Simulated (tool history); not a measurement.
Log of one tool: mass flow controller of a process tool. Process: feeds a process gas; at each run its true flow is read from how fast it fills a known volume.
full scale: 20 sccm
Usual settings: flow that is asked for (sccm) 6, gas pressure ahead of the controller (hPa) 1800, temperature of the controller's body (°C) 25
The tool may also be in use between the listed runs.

run    hour  flow that is asked for (sccm)  gas pressure ahead of the controller (hPa)  temperature of the controller's body (°C)  true flow (%)
  1     0.0                              6                                        1800                                         25          95.86
  2   396.4                              6                                        1800                                         25          95.93
  3   669.6                              6                                        1800                                         31          95.26
  4  1013.7                              6                                        1800                                         25          95.70
  5  1355.2                              6                                        1800                                         25          95.67
  6  1561.9                              3                                        1800                                         25          93.42
  7  1987.1                              3                                        1800                                         25          93.15
  8  2356.7                              3                                        1800                                         25          93.17
  9  2548.5                              3                                        1800                                         25          92.91
 10  2753.3                              3                                        1800                                         22          93.32
 11  3035.2                              3                                        1800                                         22          93.19
 12  3388.5                              3                                        1800                                         22          93.20
 13  3644.0                              6                                        1800                                         27          95.10
 14  3924.6                              3                                        1800                                         33          91.94
 15  4235.5                             18                                        2320                                         25          96.95
 16  4685.5                             18                                        2320                                         25          96.94
 17  4893.5                             18                                        2320                                         25          96.81
 18  5215.4                              7                                        2550                                         25          95.13
 19  5454.3                              5                                        1410                                         30          94.11
 20  5678.6                              3                                        2070                                         34          91.03
 21  5913.4                              3                                        2070                                         34          91.05
 22  6358.9                              3                                        1800                                         25          91.96
 23  6752.8                              3                                        1800                                         25          91.82

Hidden state or all else? Some run-to-run changes of true flow (%), split into what the settings, what came in and random variation would give without the hidden state, and what is left for the hidden state (with any gauge scatter that isn't in both results):
The hidden state here: flow at rest that the sensor doesn't see, % of full scale; true flow over the shown one, %; drift of the gauge itself on true_pct, %.
Run 13 -> 14: flow that is asked for (sccm) 6 -> 3, temperature of the controller's body (°C) 27 -> 33. true flow (%) -3.16: hidden state -2.62, all else -0.54.
Run 14 -> 15: flow that is asked for (sccm) 3 -> 18, gas pressure ahead of the controller (hPa) 1800 -> 2320, temperature of the controller's body (°C) 33 -> 25. true flow (%) +5.01: hidden state +4.24, all else +0.77.
